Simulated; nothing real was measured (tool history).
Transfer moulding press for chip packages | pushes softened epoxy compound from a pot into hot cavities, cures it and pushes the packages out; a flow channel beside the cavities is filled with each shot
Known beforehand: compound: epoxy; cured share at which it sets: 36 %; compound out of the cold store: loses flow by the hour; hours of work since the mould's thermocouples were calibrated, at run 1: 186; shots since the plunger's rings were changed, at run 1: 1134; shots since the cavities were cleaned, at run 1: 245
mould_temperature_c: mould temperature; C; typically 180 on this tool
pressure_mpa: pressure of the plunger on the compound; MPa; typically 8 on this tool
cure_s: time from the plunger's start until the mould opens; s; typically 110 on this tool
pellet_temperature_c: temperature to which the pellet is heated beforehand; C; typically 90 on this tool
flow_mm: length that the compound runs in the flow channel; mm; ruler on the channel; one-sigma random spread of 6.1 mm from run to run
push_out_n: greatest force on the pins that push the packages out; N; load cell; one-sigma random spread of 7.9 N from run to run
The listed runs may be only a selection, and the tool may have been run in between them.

run,hour,mould_temperature_c,pressure_mpa,cure_s,pellet_temperature_c,hours of work since the mould's thermocouples were calibrated,shots since the plunger's rings were changed,shots since the cavities were cleaned,incoming compound's hours out of the cold store,flow_mm,push_out_n
1,0,180,8,110,90,186,1134,245,19,661,427
# hour 19.8: cavities cleaned with cleaning compound and waxed
2,19.8,180,8,110,90,198,1339,0,41.3,609,524
3,35.2,180,8,110,90,208,1512,173,46.7,602,543
4,48.3,180,8,96,90,216,1659,320,8.2,668,818
# hour 61.1: cavities cleaned with cleaning compound and waxed
5,63.5,180,8,96,90,225,1811,27,18.5,650,464
6,71.8,180,8,96,90,230,1904,120,25.5,635,507
7,84.6,180,8,96,90,238,2047,263,37.5,620,543
8,91.9,180,8,110,83,243,2130,346,41.8,598,431
# hour 102.3: cavities cleaned with cleaning compound and waxed
# hour 107.8: cavities cleaned with cleaning compound and waxed, once more
9,107.8,180,8,110,83,251,2274,0,31.5,615,345
10,116.7,180,8,110,83,257,2374,100,41.8,598,364
11,131.5,180,8,110,90,267,2540,266,34.1,608,406
12,146.9,180,8,110,83,276,2712,438,27.3,626,462
# hour 149.3: cavities cleaned with cleaning compound and waxed
13,163.6,180,8,110,90,286,2882,160,41.3,592,365
14,175.1,180,8,110,90,294,3011,289,21.7,628,432
15,188.3,180,8,92,90,302,3158,436,26.3,616,658
# hour 190.6: cavities cleaned with cleaning compound and waxed
16,202.9,178,9.38,91,97,310,3305,137,15,692,697
17,215.5,180,8,110,100,319,3446,278,23.9,613,404
# hour 232.4: cavities cleaned with cleaning compound and waxed
18,233.5,180,8,110,100,329,3631,12,45.1,568,336
19,249,180,8,110,100,339,3804,185,8.8,632,396
20,261.9,180,8,110,100,347,3949,330,8.7,636,430
21,272.1,180,8,91,90,354,4063,444,14.6,621,740
# hour 274.4: cavities cleaned with cleaning compound and waxed
22,291.5,180,8,91,90,365,4263,190,25.2,598,604
23,303.7,186,8,105,90,373,4400,327,37.4,558,348
# hour 316.7: cavities cleaned with cleaning compound and waxed
24,323,176,9.73,110,90,385,4600,70,42.7,640,451
25,334.4,180,8,110,98,392,4727,197,34.6,582,392
26,345.2,180,7.84,113,94,399,4848,318,28.6,584,391
# hour 358.3: cavities cleaned with cleaning compound and waxed
27,362.3,180,6.03,110,90,409,5023,45,13.9,529,356
28,377.9,187,6.03,113,92,419,5198,220,21,489,309

3 options for the next run, each taken on its own from the tool as it stands now. Forecast them:
A,396.3,173,6.03,127,93,431,5404,426,32.5,?,?
B,396.3,179,8,131,87,431,5404,426,33.9,?,?
C,396.3,188,7.31,113,94,431,5404,426,26.9,?,?

run,flow_mm,push_out_n
A,505,551
B,569,366
C,542,333
Stripped of hidden state, with their random variation kept, the same runs would have yielded:
run,flow_mm,push_out_n
A,574,422
B,645,274
C,614,247

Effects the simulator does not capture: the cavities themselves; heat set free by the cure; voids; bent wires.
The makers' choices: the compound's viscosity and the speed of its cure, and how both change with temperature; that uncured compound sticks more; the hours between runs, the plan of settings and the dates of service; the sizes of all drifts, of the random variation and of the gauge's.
